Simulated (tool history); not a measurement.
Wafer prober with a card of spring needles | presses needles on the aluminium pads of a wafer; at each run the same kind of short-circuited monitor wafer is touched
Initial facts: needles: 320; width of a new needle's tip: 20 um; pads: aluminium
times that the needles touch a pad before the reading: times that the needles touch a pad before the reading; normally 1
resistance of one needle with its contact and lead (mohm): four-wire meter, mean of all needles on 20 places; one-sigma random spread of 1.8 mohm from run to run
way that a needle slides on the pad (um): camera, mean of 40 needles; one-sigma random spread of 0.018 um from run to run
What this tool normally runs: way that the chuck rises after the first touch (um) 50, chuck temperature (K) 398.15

| run | day | way that the chuck rises after the first touch (um) | chuck temperature (K) | times that the needles touch a pad before the reading | resistance of one needle with its contact and lead (mohm) | way that a needle slides on the pad (um) |
|---|---|---|---|---|---|---|
| 1 | 0.000 | 50 | 398.15 | 1 | 231 | 10.03 |
|  | 0.412 | tips cleaned on abrasive film |
| 2 | 0.433 | 50 | 398.15 | 1 | 199 | 9.98 |
| 3 | 0.788 | 50 | 352.15 | 1 | 239 | 9.98 |
|  | 1.000 | tips cleaned on abrasive film |
| 4 | 1.192 | 50 | 352.15 | 1 | 217 | 9.98 |
| 5 | 1.583 | 40 | 352.15 | 1 | 296 | 7.94 |
|  | 1.608 | tips cleaned on abrasive film |
| 6 | 1.854 | 50 | 398.15 | 2 | 214 | 9.95 |
| 7 | 2.162 | 50 | 398.15 | 2 | 233 | 9.93 |
|  | 2.208 | tips cleaned on abrasive film |
| 8 | 2.608 | 50 | 398.15 | 2 | 225 | 9.91 |
|  | 2.817 | tips cleaned on abrasive film |
| 9 | 2.854 | 50 | 398.15 | 2 | 199 | 9.89 |
| 10 | 3.292 | 50 | 306.15 | 1 | 245 | 9.88 |
|  | 3.404 | tips cleaned on abrasive film |
| 11 | 3.542 | 50 | 380.15 | 1 | 216 | 9.86 |
| 12 | 3.854 | 32 | 398.15 | 1 | 348 | 6.24 |
|  | 4.008 | tips cleaned on abrasive film |
| 13 | 4.067 | 50 | 398.15 | 1 | 206 | 9.85 |
| 14 | 4.367 | 50 | 398.15 | 1 | 245 | 9.85 |
|  | 4.608 | tips cleaned on abrasive film |
| 15 | 4.667 | 50 | 398.15 | 1 | 209 | 9.87 |
| 16 | 5.075 | 50 | 398.15 | 1 | 255 | 9.86 |
|  | 5.208 | tips cleaned on abrasive film |
| 17 | 5.396 | 50 | 398.15 | 1 | 231 | 9.79 |
| 18 | 5.696 | 41 | 314.15 | 2 | 243 | 8.00 |
|  | 5.825 | tips cleaned on abrasive film |
| 19 | 6.054 | 59 | 364.15 | 1 | 214 | 11.61 |
| 20 | 6.375 | 59 | 364.15 | 1 | 230 | 11.59 |
|  | 6.412 | tips cleaned on abrasive film |
| 21 | 6.642 | 54 | 342.15 | 1 | 220 | 10.56 |
|  | 7.004 | tips cleaned on abrasive film |
| 22 | 7.062 | 41 | 398.15 | 3 | 208 | 7.93 |
| 23 | 7.267 | 46 | 312.15 | 3 | 196 | 8.95 |
|  | 7.442 | height of the first contact set anew |
|  | 7.621 | tips cleaned on abrasive film |
| 24 | 7.625 | 50 | 312.15 | 1 | 179 | 10.05 |
| 25 | 8.067 | 49 | 365.15 | 2 | 221 | 9.89 |
|  | 8.229 | tips cleaned on abrasive film |
| 26 | 8.458 | 58 | 398.15 | 2 | 208 | 11.69 |
|  | 8.842 | tips cleaned on abrasive film |
| 27 | 8.862 | 32 | 298.15 | 2 | 199 | 6.39 |
| 28 | 9.217 | 31 | 298.15 | 1 | 335 | 6.20 |
|  | 9.438 | tips cleaned on abrasive film |
| 29 | 9.617 | 42 | 398.15 | 1 | 247 | 8.39 |
| 30 | 9.846 | 68 | 398.15 | 1 | 218 | 13.66 |
|  | 10.042 | tips cleaned on abrasive film |
| 31 | 10.254 | 65 | 309.15 | 1 | 196 | 13.01 |
| 32 | 10.621 | 66 | 319.15 | 2 | 200 | 13.23 |
|  | 10.662 | tips cleaned on abrasive film |
| 33 | 10.833 | 66 | 319.15 | 2 | 185 | 13.22 |
| 34 | 11.104 | 50 | 304.15 | 1 | 244 | 9.97 |

Each row is a separate what-if for the run after 34, all from the same tool condition, not one after another. Results?
|  | 11.275 | tips cleaned on abrasive film |
| A | 11.479 | 50 | 313.15 | 1 | ? | ? |
|  | 11.275 | tips cleaned on abrasive film |
| B | 11.479 | 50 | 332.15 | 2 | ? | ? |
|  | 11.275 | tips cleaned on abrasive film |
| C | 11.479 | 42 | 303.15 | 2 | ? | ? |

| run | resistance of one needle with its contact and lead (mohm) | way that a needle slides on the pad (um) |
|---|---|---|
| A | 221 | 9.96 |
| B | 200 | 9.95 |
| C | 216 | 8.34 |
What these runs would have given with no unlogged condition in the tool:
| run | resistance of one needle with its contact and lead (mohm) | way that a needle slides on the pad (um) |
|---|---|---|
| A | 174 | 10.10 |
| B | 173 | 10.09 |
| C | 176 | 8.48 |

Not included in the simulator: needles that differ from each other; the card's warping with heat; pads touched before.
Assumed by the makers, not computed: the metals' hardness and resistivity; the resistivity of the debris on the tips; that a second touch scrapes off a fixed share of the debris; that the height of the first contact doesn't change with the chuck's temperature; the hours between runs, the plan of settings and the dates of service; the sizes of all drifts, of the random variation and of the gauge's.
